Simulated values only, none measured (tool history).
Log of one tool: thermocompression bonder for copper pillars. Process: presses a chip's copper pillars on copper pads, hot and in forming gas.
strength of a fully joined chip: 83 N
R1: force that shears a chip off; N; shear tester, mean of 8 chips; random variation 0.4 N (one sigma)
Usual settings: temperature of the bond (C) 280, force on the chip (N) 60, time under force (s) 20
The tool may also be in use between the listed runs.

run 1 hour=0 | temperature_of_the_bond_(C)=280 force_on_the_chip_(N)=60 time_under_force_(s)=20 | R1=48.3
run 2 hour=41.9 | temperature_of_the_bond_(C)=280 force_on_the_chip_(N)=60 time_under_force_(s)=20 | R1=47.7
run 3 hour=99.7 | temperature_of_the_bond_(C)=280 force_on_the_chip_(N)=60 time_under_force_(s)=20 | R1=47.9
run 4 hour=164.3 | temperature_of_the_bond_(C)=295 force_on_the_chip_(N)=60 time_under_force_(s)=20 | R1=54.3
-- hour=189.4 forming gas filter changed
run 5 hour=220.2 | temperature_of_the_bond_(C)=280 force_on_the_chip_(N)=60 time_under_force_(s)=20 | R1=51.5
run 6 hour=270.7 | temperature_of_the_bond_(C)=280 force_on_the_chip_(N)=60 time_under_force_(s)=20 | R1=51.2
run 7 hour=311.7 | temperature_of_the_bond_(C)=280 force_on_the_chip_(N)=60 time_under_force_(s)=20 | R1=50.3
run 8 hour=352.1 | temperature_of_the_bond_(C)=280 force_on_the_chip_(N)=60 time_under_force_(s)=20 | R1=49.9
run 9 hour=386.7 | temperature_of_the_bond_(C)=280 force_on_the_chip_(N)=60 time_under_force_(s)=20 | R1=49.7
run 10 hour=421.5 | temperature_of_the_bond_(C)=280 force_on_the_chip_(N)=60 time_under_force_(s)=20 | R1=49.4
run 11 hour=454.3 | temperature_of_the_bond_(C)=280 force_on_the_chip_(N)=60 time_under_force_(s)=20 | R1=49.5
run 12 hour=494.7 | temperature_of_the_bond_(C)=280 force_on_the_chip_(N)=60 time_under_force_(s)=20 | R1=49
run 13 hour=545.2 | temperature_of_the_bond_(C)=280 force_on_the_chip_(N)=60 time_under_force_(s)=20 | R1=48.3
run 14 hour=605.9 | temperature_of_the_bond_(C)=280 force_on_the_chip_(N)=60 time_under_force_(s)=20 | R1=47.7
run 15 hour=649.6 | temperature_of_the_bond_(C)=280 force_on_the_chip_(N)=41 time_under_force_(s)=20 | R1=31.9
run 16 hour=713.2 | temperature_of_the_bond_(C)=280 force_on_the_chip_(N)=41 time_under_force_(s)=20 | R1=32.1
run 17 hour=746.4 | temperature_of_the_bond_(C)=280 force_on_the_chip_(N)=41 time_under_force_(s)=20 | R1=32
-- hour=753.6 heater calibrated with a thermocouple chip
run 18 hour=809 | temperature_of_the_bond_(C)=301 force_on_the_chip_(N)=36 time_under_force_(s)=20 | R1=34.7
-- hour=848.3 forming gas filter changed
run 19 hour=860.4 | temperature_of_the_bond_(C)=301 force_on_the_chip_(N)=36 time_under_force_(s)=20 | R1=38.3
run 20 hour=890.6 | temperature_of_the_bond_(C)=301 force_on_the_chip_(N)=36 time_under_force_(s)=20 | R1=37.9
run 21 hour=923.4 | temperature_of_the_bond_(C)=302 force_on_the_chip_(N)=37 time_under_force_(s)=20 | R1=39.3
run 22 hour=966 | temperature_of_the_bond_(C)=302 force_on_the_chip_(N)=83 time_under_force_(s)=20 | R1=71.4
run 23 hour=1006.4 | temperature_of_the_bond_(C)=270 force_on_the_chip_(N)=83 time_under_force_(s)=24 | R1=60.7
run 24 hour=1051.9 | temperature_of_the_bond_(C)=279 force_on_the_chip_(N)=56 time_under_force_(s)=22 | R1=46.8
run 25 hour=1093.6 | temperature_of_the_bond_(C)=296 force_on_the_chip_(N)=60 time_under_force_(s)=20 | R1=55.9
-- hour=1139.7 heater calibrated with a thermocouple chip, once more
run 26 hour=1149.5 | temperature_of_the_bond_(C)=277 force_on_the_chip_(N)=55 time_under_force_(s)=23 | R1=48
run 27 hour=1195.3 | temperature_of_the_bond_(C)=265 force_on_the_chip_(N)=62 time_under_force_(s)=29 | R1=48.9
run 28 hour=1253.1 | temperature_of_the_bond_(C)=271 force_on_the_chip_(N)=38 time_under_force_(s)=47 | R1=39.3
run 29 hour=1281.1 | temperature_of_the_bond_(C)=271 force_on_the_chip_(N)=38 time_under_force_(s)=47 | R1=39
run 30 hour=1329.3 | temperature_of_the_bond_(C)=271 force_on_the_chip_(N)=38 time_under_force_(s)=47 | R1=38.6
run 31 hour=1372 | temperature_of_the_bond_(C)=271 force_on_the_chip_(N)=38 time_under_force_(s)=47 | R1=37.3
-- hour=1384.2 force cell calibrated
run 32 hour=1439.3 | temperature_of_the_bond_(C)=280 force_on_the_chip_(N)=60 time_under_force_(s)=45 | R1=58.2

4 ways to go on from here, each from the tool as it stands after run 32. What would each give?
run A hour=1505.3 | temperature_of_the_bond_(C)=265 force_on_the_chip_(N)=60 time_under_force_(s)=45 | R1=?
run B hour=1505.3 | temperature_of_the_bond_(C)=280 force_on_the_chip_(N)=81 time_under_force_(s)=56 | R1=?
run C hour=1505.3 | temperature_of_the_bond_(C)=282 force_on_the_chip_(N)=67 time_under_force_(s)=45 | R1=?
run D hour=1505.3 | temperature_of_the_bond_(C)=280 force_on_the_chip_(N)=82 time_under_force_(s)=45 | R1=?

run=A R1=51.2
run=B R1=69.8
run=C R1=62.7
run=D R1=68.1
Without the tool's hidden state the same runs would have given:
run=A R1=57.1
run=B R1=76.9
run=C R1=69.5
run=D R1=75.1
